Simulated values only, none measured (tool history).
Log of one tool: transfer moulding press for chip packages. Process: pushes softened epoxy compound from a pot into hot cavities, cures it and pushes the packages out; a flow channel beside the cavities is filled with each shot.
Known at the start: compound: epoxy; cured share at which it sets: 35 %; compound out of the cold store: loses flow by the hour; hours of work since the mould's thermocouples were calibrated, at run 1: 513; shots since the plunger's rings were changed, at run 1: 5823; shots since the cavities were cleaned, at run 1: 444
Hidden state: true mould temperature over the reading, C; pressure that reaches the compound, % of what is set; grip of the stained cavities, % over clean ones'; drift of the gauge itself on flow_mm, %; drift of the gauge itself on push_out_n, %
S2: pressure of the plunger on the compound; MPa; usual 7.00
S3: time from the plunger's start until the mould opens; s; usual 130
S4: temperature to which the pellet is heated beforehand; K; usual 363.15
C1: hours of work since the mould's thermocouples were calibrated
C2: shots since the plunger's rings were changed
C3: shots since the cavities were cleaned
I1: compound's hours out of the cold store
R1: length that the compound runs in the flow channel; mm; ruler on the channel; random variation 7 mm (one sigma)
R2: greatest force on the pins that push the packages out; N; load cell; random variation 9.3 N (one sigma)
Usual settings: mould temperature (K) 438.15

Run 1, hour 0.0: usual settings; C1 513; C2 5823; C3 444; I1 39.6. Result: R1 737 mm, R2 552 N.
At hour 13.6: cavities cleaned with cleaning compound and waxed.
Run 2, hour 38.9: usual settings; C1 541; C2 6239; C3 282; I1 11.8. Result: R1 770 mm, R2 526 N.
At hour 63.6: cavities cleaned with cleaning compound and waxed.
At hour 73.3: plunger's sealing rings changed.
Run 3, hour 98.4: usual settings but S4 362.15 K; C1 584; C2 280; C3 360; I1 25.3. Result: R1 803 mm, R2 537 N.
At hour 115.9: cavities cleaned with cleaning compound and waxed.
Run 4, hour 136.6: usual settings but S4 362.15 K; C1 611; C2 689; C3 231; I1 38.1. Result: R1 779 mm, R2 490 N.
At hour 166.4: cavities cleaned with cleaning compound and waxed.
Run 5, hour 168.3: usual settings but S4 354.15 K; C1 634; C2 1024; C3 20; I1 18.4. Result: R1 819 mm, R2 426 N.
Run 6, hour 196.9: usual settings but S4 354.15 K; C1 656; C2 1343; C3 339; I1 38.0. Result: R1 777 mm, R2 558 N.
At hour 217.7: cavities cleaned with cleaning compound and waxed.
Run 7, hour 250.0: usual settings but S2 7.04 MPa, S4 354.15 K; C1 695; C2 1917; C3 359; I1 9.6. Result: R1 836 mm, R2 539 N.
At hour 266.6: cavities cleaned with cleaning compound and waxed.
Run 8, hour 302.4: usual settings but S4 371.15 K; C1 734; C2 2484; C3 398; I1 24.8. Result: R1 785 mm, R2 561 N.
At hour 316.6: cavities cleaned with cleaning compound and waxed.
Run 9, hour 354.5: usual settings but S2 7.92 MPa, S4 371.15 K; C1 772; C2 3047; C3 421; I1 42.1. Result: R1 804 mm, R2 528 N.
At hour 366.4: cavities cleaned with cleaning compound and waxed.
Run 10, hour 403.3: usual settings but S2 7.92 MPa, S4 371.15 K; C1 808; C2 3574; C3 411; I1 15.2. Result: R1 837 mm, R2 555 N.
At hour 416.1: cavities cleaned with cleaning compound and waxed.
Run 11, hour 438.8: usual settings but S2 7.92 MPa, S4 371.15 K; C1 834; C2 3952; C3 252; I1 32.8. Result: R1 814 mm, R2 486 N.
At hour 463.4: mould's thermocouples calibrated.
At hour 470.1: cavities cleaned with cleaning compound and waxed.
Run 12, hour 486.3: usual settings but S2 7.92 MPa, S4 371.15 K; C1 16; C2 4442; C3 181; I1 11.8. Result: R1 860 mm, R2 492 N.
At hour 521.7: cavities cleaned with cleaning compound and waxed.
Run 13, hour 526.7: usual settings but S3 145 s; C1 46; C2 4875; C3 56; I1 32.6. Result: R1 747 mm, R2 414 N.
At hour 572.5: cavities cleaned with cleaning compound and waxed.
Run 14, hour 572.5: usual settings but mould temperature (K) 432.15, S2 5.95 MPa, S3 145 s; C1 79; C2 5368; C3 0; I1 39.8. Result: R1 697 mm, R2 456 N.
At hour 622.0: cavities cleaned with cleaning compound and waxed.
Run 15, hour 622.0: usual settings but mould temperature (K) 433.15, S3 111 s, S4 354.15 K; C1 116; C2 5902; C3 0; I1 45.2. Result: R1 738 mm, R2 701 N.
At hour 672.0: cavities cleaned with cleaning compound and waxed.
Run 16, hour 672.8: usual settings but mould temperature (K) 440.15, S2 7.64 MPa; C1 153; C2 6451; C3 9; I1 45.7. Result: R1 744 mm, R2 402 N.
At hour 687.9: plunger's sealing rings changed.
At hour 728.3: cavities cleaned with cleaning compound and waxed.
Run 17, hour 739.0: usual settings but mould temperature (K) 444.15, S2 7.64 MPa, S3 161 s; C1 200; C2 552; C3 119; I1 43.3. Result: R1 795 mm, R2 420 N.
At hour 779.4: cavities cleaned with cleaning compound and waxed.
Run 18, hour 799.1: usual settings but mould temperature (K) 444.15, S2 7.64 MPa, S3 161 s; C1 245; C2 1205; C3 220; I1 32.2. Result: R1 806 mm, R2 469 N.
At hour 830.0: cavities cleaned with cleaning compound and waxed.
Run 19, hour 863.4: usual settings but mould temperature (K) 437.15, S2 6.97 MPa, S3 144 s, S4 368.15 K; C1 293; C2 1904; C3 372; I1 22.2. Result: R1 801 mm, R2 556 N.
At hour 879.2: cavities cleaned with cleaning compound and waxed.
Run 20, hour 919.2: usual settings but mould temperature (K) 431.15, S2 7.74 MPa; C1 334; C2 2508; C3 446; I1 13.5. Result: R1 890 mm, R2 789 N.
At hour 933.0: cavities cleaned with cleaning compound and waxed.
Run 21, hour 976.0: usual settings but S2 5.48 MPa, S3 142 s; C1 376; C2 3124; C3 479; I1 41.1. Result: R1 677 mm, R2 567 N.
At hour 982.4: cavities cleaned with cleaning compound and waxed.
Run 22, hour 1013.5: usual settings but S2 6.77 MPa, S4 359.15 K; C1 403; C2 3525; C3 346; I1 17.9. Result: R1 790 mm, R2 545 N.
At hour 1035.6: cavities cleaned with cleaning compound and waxed.
Run 23, hour 1058.7: usual settings but S2 6.77 MPa, S4 359.15 K; C1 436; C2 4011; C3 257; I1 38.8. Result: R1 736 mm, R2 537 N.
At hour 1086.3: cavities cleaned with cleaning compound and waxed.
Run 24, hour 1110.9: usual settings but S2 6.11 MPa, S4 371.15 K; C1 475; C2 4575; C3 273; I1 17.9. Result: R1 731 mm, R2 535 N.
At hour 1137.6: cavities cleaned with cleaning compound and waxed.
Run 25, hour 1158.1: usual settings but S4 360.15 K; C1 509; C2 5084; C3 228; I1 29.8. Result: R1 764 mm, R2 499 N.

Measured less the same run without the tool's hidden state. The same run-to-run variation is in both; the gauge's scatter may not be:
run   R1    R2
  1  -53  +147
  2  -59   +98
  3  -10  +118
  4  -13   +75
  5  -17    -1
  6  -19  +128
  7  -27  +121
  8  -31  +135
  9  -36  +131
 10  -43  +129
 11  -47   +82
 12  -47   +75
 13  -44   +35
 14  -46    +3
 15  -54    -2
 16  -58    +6
 17   -7   +52
 18  -13   +95
 19  -19  +139
 20  -27  +187
 21  -25  +165
 22  -33  +130
 23  -36  +106
 24  -40  +109
 25  -46   +87

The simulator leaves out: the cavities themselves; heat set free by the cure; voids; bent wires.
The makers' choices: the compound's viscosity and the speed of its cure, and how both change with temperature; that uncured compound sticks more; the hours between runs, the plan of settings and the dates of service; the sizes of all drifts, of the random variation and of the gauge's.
